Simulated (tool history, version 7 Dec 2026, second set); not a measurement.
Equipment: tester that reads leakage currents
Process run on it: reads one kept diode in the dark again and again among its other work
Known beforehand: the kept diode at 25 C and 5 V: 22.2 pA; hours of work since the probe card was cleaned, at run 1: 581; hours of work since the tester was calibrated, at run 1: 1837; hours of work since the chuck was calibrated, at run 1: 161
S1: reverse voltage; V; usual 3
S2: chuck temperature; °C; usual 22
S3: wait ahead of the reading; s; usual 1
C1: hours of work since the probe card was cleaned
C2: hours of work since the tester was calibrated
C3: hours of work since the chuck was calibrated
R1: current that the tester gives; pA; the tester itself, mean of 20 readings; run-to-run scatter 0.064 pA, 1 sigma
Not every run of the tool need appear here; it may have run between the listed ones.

| run | hour | S1 | S2 | S3 | C1 | C2 | C3 | R1 |
|---|---|---|---|---|---|---|---|---|
| 1 | 0 | 3 | 22 | 1 | 581 | 1837 | 161 | 15.06 |
| 2 | 50.8 | 3 | 21 | 1 | 618 | 1873 | 198 | 14.11 |
| 3 | 106.8 | 3 | 21 | 1 | 658 | 1914 | 238 | 14.21 |
| 4 | 155.7 | 3 | 21 | 1 | 693 | 1949 | 273 | 14.39 |
| 5 | 201.3 | 3 | 21 | 1 | 726 | 1982 | 306 | 14.46 |
| 6 | 256.1 | 3 | 22 | 1 | 766 | 2021 | 345 | 15.69 |
| 7 | 316.6 | 3 | 22 | 1 | 809 | 2064 | 389 | 16 |
| 8 | 360.4 | 3 | 22 | 1 | 841 | 2096 | 420 | 16.19 |
| 9 | 417.8 | 1.48 | 22 | 1 | 882 | 2137 | 462 | 10.6 |
| 10 | 477.6 | 3 | 50 | 1 | 925 | 2180 | 505 | 121.13 |
| 11 | 534.5 | 3 | 50 | 1 | 966 | 2221 | 546 | 120.89 |
| 12 | 575.1 | 3 | 50 | 1 | 995 | 2251 | 575 | 121.37 |
| 13 | 640.9 | 3 | 31 | 1 | 1042 | 2298 | 622 | 32.23 |
|  | 689.4 | chuck's temperature calibrated |
| 14 | 700.4 | 3 | 22 | 1 | 1084 | 2339 | 8 | 16.09 |
| 15 | 740.7 | 3 | 28 | 1 | 1113 | 2368 | 37 | 24.57 |

What does the tool deliver on the next run?
| 16 | 769 | 14.94 | 28 | 1 | 1133 | 2389 | 57 | ? |

R1: 67.24 pA
Minus the tool's unlogged condition, the same run would have read R1 53.53 pA.

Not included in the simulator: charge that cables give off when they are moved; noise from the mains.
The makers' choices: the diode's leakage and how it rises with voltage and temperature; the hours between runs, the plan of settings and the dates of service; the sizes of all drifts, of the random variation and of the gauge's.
